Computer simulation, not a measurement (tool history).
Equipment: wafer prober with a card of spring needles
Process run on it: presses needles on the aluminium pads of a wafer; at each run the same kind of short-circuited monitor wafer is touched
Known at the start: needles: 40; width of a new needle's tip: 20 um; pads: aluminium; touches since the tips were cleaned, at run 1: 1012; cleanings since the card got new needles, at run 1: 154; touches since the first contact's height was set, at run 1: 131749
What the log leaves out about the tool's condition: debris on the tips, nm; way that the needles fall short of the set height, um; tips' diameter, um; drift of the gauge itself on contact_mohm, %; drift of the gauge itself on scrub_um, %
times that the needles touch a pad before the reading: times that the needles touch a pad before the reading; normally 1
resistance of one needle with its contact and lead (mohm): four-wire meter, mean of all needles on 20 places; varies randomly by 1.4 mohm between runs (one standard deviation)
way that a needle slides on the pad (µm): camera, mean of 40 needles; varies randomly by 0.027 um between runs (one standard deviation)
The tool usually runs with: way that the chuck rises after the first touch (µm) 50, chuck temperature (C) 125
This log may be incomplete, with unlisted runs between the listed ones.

run,hour,way that the chuck rises after the first touch (µm),chuck temperature (C),times that the needles touch a pad before the reading,touches since the tips were cleaned,cleanings since the card got new needles,touches since the first contact's height was set,resistance of one needle with its contact and lead (mohm),way that a needle slides on the pad (µm)
1,0.0,50,125,1,1012,154,131749,149,10.97
# hour 16.1: tips cleaned on abrasive film
# hour 32.5: tips cleaned on abrasive film
# hour 52.1: tips cleaned on abrasive film
# hour 72.6: tips cleaned on abrasive film
2,82.7,50,125,1,5121,158,173610,173,10.93
# hour 91.0: tips cleaned on abrasive film
# hour 107.6: height of the first contact set anew
# hour 111.8: tips cleaned on abrasive film
3,120.7,50,125,1,4520,160,6596,175,10.79
# hour 128.9: tips cleaned on abrasive film
# hour 149.2: tips cleaned on abrasive film
# hour 165.6: tips cleaned on abrasive film
# hour 182.0: tips cleaned on abrasive film
4,194.0,50,125,1,6065,164,43660,178,10.65
# hour 202.1: tips cleaned on abrasive film
# hour 222.1: tips cleaned on abrasive film
# hour 238.5: tips cleaned on abrasive film
# hour 255.0: tips cleaned on abrasive film
5,262.0,50,125,1,3575,168,78050,169,10.65
# hour 274.3: tips cleaned on abrasive film
# hour 290.7: tips cleaned on abrasive film
6,299.4,50,125,1,4420,170,96960,174,10.64

What will run 7 give?
# hour 307.2: tips cleaned on abrasive film
# hour 327.7: tips cleaned on abrasive film
# hour 348.2: tips cleaned on abrasive film
# hour 364.6: tips cleaned on abrasive film
7,372.9,50,125,1,4235,174,134158,?,?

resistance of one needle with its contact and lead (mohm): 177
way that a needle slides on the pad (µm): 10.60
On a tool with no hidden condition, and with the same random variation, this run would have come out at resistance of one needle with its contact and lead (mohm) 130, way that a needle slides on the pad (µm) 11.11.
